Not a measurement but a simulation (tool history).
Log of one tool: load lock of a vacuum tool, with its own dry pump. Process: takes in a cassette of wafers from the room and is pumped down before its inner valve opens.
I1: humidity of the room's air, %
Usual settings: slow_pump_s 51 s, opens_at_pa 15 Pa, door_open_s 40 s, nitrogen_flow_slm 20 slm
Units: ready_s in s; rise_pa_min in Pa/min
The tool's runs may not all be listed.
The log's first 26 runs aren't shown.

run 27 hour=2885.2 | slow_pump_s=68 opens_at_pa=22 door_open_s=79 nitrogen_flow_slm=8 | I1=44.6 | ready_s=77.05 rise_pa_min=0.084
run 28 hour=3033.0 | slow_pump_s=51 opens_at_pa=22 door_open_s=103 nitrogen_flow_slm=20 | I1=43.9 | ready_s=61.64 rise_pa_min=0.073
run 29 hour=3158.0 | slow_pump_s=41 opens_at_pa=15 door_open_s=85 nitrogen_flow_slm=8 | I1=47.7 | ready_s=53.18 rise_pa_min=0.096
run 30 hour=3283.8 | slow_pump_s=28 opens_at_pa=29 door_open_s=114 nitrogen_flow_slm=11 | I1=46.2 | ready_s=40.13 rise_pa_min=0.103
run 31 hour=3436.9 | slow_pump_s=28 opens_at_pa=29 door_open_s=114 nitrogen_flow_slm=15 | I1=45.1 | ready_s=40.11 rise_pa_min=0.097
run 32 hour=3590.1 | slow_pump_s=70 opens_at_pa=22 door_open_s=35 nitrogen_flow_slm=11 | I1=45.7 | ready_s=79.06 rise_pa_min=0.059
run 33 hour=3717.4 | slow_pump_s=91 opens_at_pa=15 door_open_s=82 nitrogen_flow_slm=26 | I1=46.5 | ready_s=99.07 rise_pa_min=0.070
run 34 hour=3840.7 | slow_pump_s=33 opens_at_pa=23 door_open_s=54 nitrogen_flow_slm=13 | I1=48.6 | ready_s=45.11 rise_pa_min=0.067
run 35 hour=3994.8 | slow_pump_s=33 opens_at_pa=23 door_open_s=54 nitrogen_flow_slm=13 | I1=44.6 | ready_s=45.18 rise_pa_min=0.072
run 36 hour=4074.5 | slow_pump_s=33 opens_at_pa=11 door_open_s=128 nitrogen_flow_slm=13 | I1=44.1 | ready_s=46.44 rise_pa_min=0.103

Forecast each of these 5 alternatives for the next run:
run A hour=4205.2 | slow_pump_s=27 opens_at_pa=15 door_open_s=170 nitrogen_flow_slm=6 | I1=46.6 | ready_s=? rise_pa_min=?
run B hour=4205.2 | slow_pump_s=51 opens_at_pa=15 door_open_s=83 nitrogen_flow_slm=20 | I1=46.1 | ready_s=? rise_pa_min=?
run C hour=4205.2 | slow_pump_s=51 opens_at_pa=15 door_open_s=40 nitrogen_flow_slm=19 | I1=44.2 | ready_s=? rise_pa_min=?
run D hour=4205.2 | slow_pump_s=51 opens_at_pa=15 door_open_s=50 nitrogen_flow_slm=20 | I1=50.0 | ready_s=? rise_pa_min=?
run E hour=4205.2 | slow_pump_s=59 opens_at_pa=11 door_open_s=43 nitrogen_flow_slm=20 | I1=43.8 | ready_s=? rise_pa_min=?

run=A ready_s=40.37 rise_pa_min=0.140
run=B ready_s=62.44 rise_pa_min=0.071
run=C ready_s=62.45 rise_pa_min=0.056
run=D ready_s=62.35 rise_pa_min=0.063
run=E ready_s=70.21 rise_pa_min=0.052
Without the tool's hidden state the same runs would have given:
run=A ready_s=40.37 rise_pa_min=0.140
run=B ready_s=62.43 rise_pa_min=0.070
run=C ready_s=62.45 rise_pa_min=0.056
run=D ready_s=62.35 rise_pa_min=0.062
run=E ready_s=70.21 rise_pa_min=0.052

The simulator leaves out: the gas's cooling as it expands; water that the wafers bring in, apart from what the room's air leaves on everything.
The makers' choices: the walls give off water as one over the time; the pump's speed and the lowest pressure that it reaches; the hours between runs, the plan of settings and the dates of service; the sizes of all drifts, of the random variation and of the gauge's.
